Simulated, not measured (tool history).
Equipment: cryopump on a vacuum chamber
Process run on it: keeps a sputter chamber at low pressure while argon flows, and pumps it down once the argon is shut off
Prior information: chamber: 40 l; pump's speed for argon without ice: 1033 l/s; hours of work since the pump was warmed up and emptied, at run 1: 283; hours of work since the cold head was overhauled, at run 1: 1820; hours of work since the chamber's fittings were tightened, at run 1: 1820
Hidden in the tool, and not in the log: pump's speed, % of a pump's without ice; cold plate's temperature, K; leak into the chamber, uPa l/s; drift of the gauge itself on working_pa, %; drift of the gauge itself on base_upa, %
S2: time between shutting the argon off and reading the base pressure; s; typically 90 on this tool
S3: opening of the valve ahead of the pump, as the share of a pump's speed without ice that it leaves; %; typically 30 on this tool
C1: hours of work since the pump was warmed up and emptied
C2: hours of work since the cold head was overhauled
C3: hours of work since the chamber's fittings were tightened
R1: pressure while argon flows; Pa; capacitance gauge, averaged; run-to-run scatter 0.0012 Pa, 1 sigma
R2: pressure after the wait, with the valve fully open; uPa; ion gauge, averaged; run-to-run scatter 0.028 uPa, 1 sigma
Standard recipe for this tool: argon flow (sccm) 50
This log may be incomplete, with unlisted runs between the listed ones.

{"run": 1, "hour": 0.0, "argon flow (sccm)": 50, "S2": 90, "S3": 30, "C1": 283, "C2": 1820, "C3": 1820, "R1": 0.2791, "R2": 2.0}
{"run": 2, "hour": 74.0, "argon flow (sccm)": 50, "S2": 90, "S3": 30, "C1": 329, "C2": 1866, "C3": 1866, "R1": 0.283, "R2": 2.0}
{"run": 3, "hour": 133.0, "argon flow (sccm)": 50, "S2": 93, "S3": 30, "C1": 365, "C2": 1902, "C3": 1902, "R1": 0.2818, "R2": 1.94}
{"run": 4, "hour": 187.3, "argon flow (sccm)": 50, "S2": 93, "S3": 30, "C1": 398, "C2": 1935, "C3": 1935, "R1": 0.2859, "R2": 2.01}
{"run": 5, "hour": 261.5, "argon flow (sccm)": 50, "S2": 93, "S3": 30, "C1": 443, "C2": 1980, "C3": 1980, "R1": 0.2848, "R2": 2.0}
{"hour": 330.9, "done": "pump warmed up, emptied and cooled again"}
{"run": 6, "hour": 337.6, "argon flow (sccm)": 50, "S2": 93, "S3": 30, "C1": 4, "C2": 2024, "C3": 2024, "R1": 0.2749, "R2": 1.95}
{"run": 7, "hour": 424.4, "argon flow (sccm)": 50, "S2": 90, "S3": 30, "C1": 57, "C2": 2077, "C3": 2077, "R1": 0.2775, "R2": 2.0}
{"run": 8, "hour": 480.2, "argon flow (sccm)": 50, "S2": 90, "S3": 30, "C1": 91, "C2": 2111, "C3": 2111, "R1": 0.2777, "R2": 2.04}
{"run": 9, "hour": 562.4, "argon flow (sccm)": 37, "S2": 90, "S3": 30, "C1": 142, "C2": 2161, "C3": 2161, "R1": 0.2052, "R2": 2.02}
{"run": 10, "hour": 606.9, "argon flow (sccm)": 37, "S2": 90, "S3": 30, "C1": 169, "C2": 2189, "C3": 2189, "R1": 0.2054, "R2": 2.04}
{"run": 11, "hour": 702.0, "argon flow (sccm)": 98, "S2": 90, "S3": 30, "C1": 227, "C2": 2247, "C3": 2247, "R1": 0.5494, "R2": 2.13}
{"run": 12, "hour": 753.7, "argon flow (sccm)": 50, "S2": 90, "S3": 30, "C1": 259, "C2": 2278, "C3": 2278, "R1": 0.2812, "R2": 2.1}
{"run": 13, "hour": 838.9, "argon flow (sccm)": 50, "S2": 90, "S3": 30, "C1": 311, "C2": 2331, "C3": 2331, "R1": 0.2817, "R2": 2.1}
{"run": 14, "hour": 927.6, "argon flow (sccm)": 50, "S2": 254, "S3": 30, "C1": 365, "C2": 2385, "C3": 2385, "R1": 0.2833, "R2": 1.42}
{"run": 15, "hour": 981.3, "argon flow (sccm)": 50, "S2": 254, "S3": 30, "C1": 398, "C2": 2418, "C3": 2418, "R1": 0.2865, "R2": 1.52}
{"run": 16, "hour": 1073.2, "argon flow (sccm)": 50, "S2": 254, "S3": 30, "C1": 454, "C2": 2474, "C3": 2474, "R1": 0.2863, "R2": 1.53}
{"hour": 1129.4, "done": "pump warmed up, emptied and cooled again"}
{"run": 17, "hour": 1175.6, "argon flow (sccm)": 50, "S2": 90, "S3": 30, "C1": 28, "C2": 2533, "C3": 2533, "R1": 0.2728, "R2": 2.06}
{"run": 18, "hour": 1230.3, "argon flow (sccm)": 50, "S2": 90, "S3": 30, "C1": 62, "C2": 2567, "C3": 2567, "R1": 0.2745, "R2": 2.06}
{"run": 19, "hour": 1330.8, "argon flow (sccm)": 50, "S2": 90, "S3": 30, "C1": 123, "C2": 2628, "C3": 2628, "R1": 0.2767, "R2": 2.14}
{"run": 20, "hour": 1386.1, "argon flow (sccm)": 50, "S2": 90, "S3": 30, "C1": 157, "C2": 2662, "C3": 2662, "R1": 0.276, "R2": 2.15}
{"run": 21, "hour": 1455.9, "argon flow (sccm)": 50, "S2": 90, "S3": 30, "C1": 200, "C2": 2705, "C3": 2705, "R1": 0.2791, "R2": 2.19}
{"run": 22, "hour": 1509.0, "argon flow (sccm)": 22, "S2": 145, "S3": 22, "C1": 232, "C2": 2738, "C3": 2738, "R1": 0.1671, "R2": 1.77}
{"hour": 1517.0, "done": "leaking fittings of the chamber tightened, without venting"}
{"run": 23, "hour": 1597.0, "argon flow (sccm)": 50, "S2": 62, "S3": 22, "C1": 285, "C2": 2790, "C3": 49, "R1": 0.3804, "R2": 1.9}
{"run": 24, "hour": 1655.9, "argon flow (sccm)": 21, "S2": 90, "S3": 31, "C1": 321, "C2": 2826, "C3": 85, "R1": 0.1147, "R2": 1.41}
{"run": 25, "hour": 1724.1, "argon flow (sccm)": 21, "S2": 90, "S3": 31, "C1": 363, "C2": 2868, "C3": 127, "R1": 0.1155, "R2": 1.51}
{"run": 26, "hour": 1820.1, "argon flow (sccm)": 59, "S2": 90, "S3": 24, "C1": 421, "C2": 2927, "C3": 185, "R1": 0.4187, "R2": 1.44}
{"hour": 1926.3, "done": "pump warmed up, emptied and cooled again"}
{"run": 27, "hour": 1934.2, "argon flow (sccm)": 24, "S2": 102, "S3": 30, "C1": 5, "C2": 2993, "C3": 252, "R1": 0.1316, "R2": 1.35}
{"run": 28, "hour": 2043.3, "argon flow (sccm)": 54, "S2": 30, "S3": 30, "C1": 72, "C2": 3060, "C3": 319, "R1": 0.2979, "R2": 3.62}
{"run": 29, "hour": 2135.0, "argon flow (sccm)": 54, "S2": 30, "S3": 30, "C1": 128, "C2": 3116, "C3": 375, "R1": 0.3019, "R2": 3.46}
{"run": 30, "hour": 2211.9, "argon flow (sccm)": 54, "S2": 30, "S3": 30, "C1": 175, "C2": 3163, "C3": 422, "R1": 0.3015, "R2": 3.58}
{"run": 31, "hour": 2319.6, "argon flow (sccm)": 54, "S2": 30, "S3": 30, "C1": 241, "C2": 3229, "C3": 488, "R1": 0.3016, "R2": 3.69}
{"run": 32, "hour": 2389.6, "argon flow (sccm)": 54, "S2": 30, "S3": 30, "C1": 283, "C2": 3272, "C3": 531, "R1": 0.3028, "R2": 3.75}
{"run": 33, "hour": 2492.3, "argon flow (sccm)": 54, "S2": 30, "S3": 30, "C1": 346, "C2": 3335, "C3": 594, "R1": 0.3071, "R2": 3.66}

Describe how what the log doesn't record of the tool's condition differs between the last listed run preceding each entry between runs and the first listed run following it.
From run 5 to run 6: pump warmed up, emptied and cooled again (hour 330.9)
  pump's speed, % of a pump's without ice: 86.8 -> 98.9; cold plate's temperature, K: 12.56 -> 12.57; leak into the chamber, uPa l/s: 881 -> 892
  measured value less the no-hidden-state value, R1: +0.0135 -> +0.0019 Pa; R2: +0.70 -> +0.60 uPa
From run 16 to run 17: pump warmed up, emptied and cooled again (hour 1129.4)
  pump's speed, % of a pump's without ice: 86.5 -> 99.1; cold plate's temperature, K: 12.66 -> 12.67; leak into the chamber, uPa l/s: 1014 -> 1030
  measured value less the no-hidden-state value, R1: +0.0140 -> +0.0019 Pa; R2: +0.86 -> +0.73 uPa
From run 22 to run 23: leaking fittings of the chamber tightened, without venting (hour 1517.0)
  pump's speed, % of a pump's without ice: 93.3 -> 92; cold plate's temperature, K: 12.71 -> 12.72; leak into the chamber, uPa l/s: 1085 -> 338
  measured value less the no-hidden-state value, R1: +0.0031 -> +0.0084 Pa; R2: +0.83 -> +0.07 uPa
From run 26 to run 27: pump warmed up, emptied and cooled again (hour 1926.3)
  pump's speed, % of a pump's without ice: 88 -> 99.6; cold plate's temperature, K: 12.75 -> 12.76; leak into the chamber, uPa l/s: 376 -> 395
  measured value less the no-hidden-state value, R1: +0.0148 -> +0.0007 Pa; R2: +0.13 -> +0.10 uPa
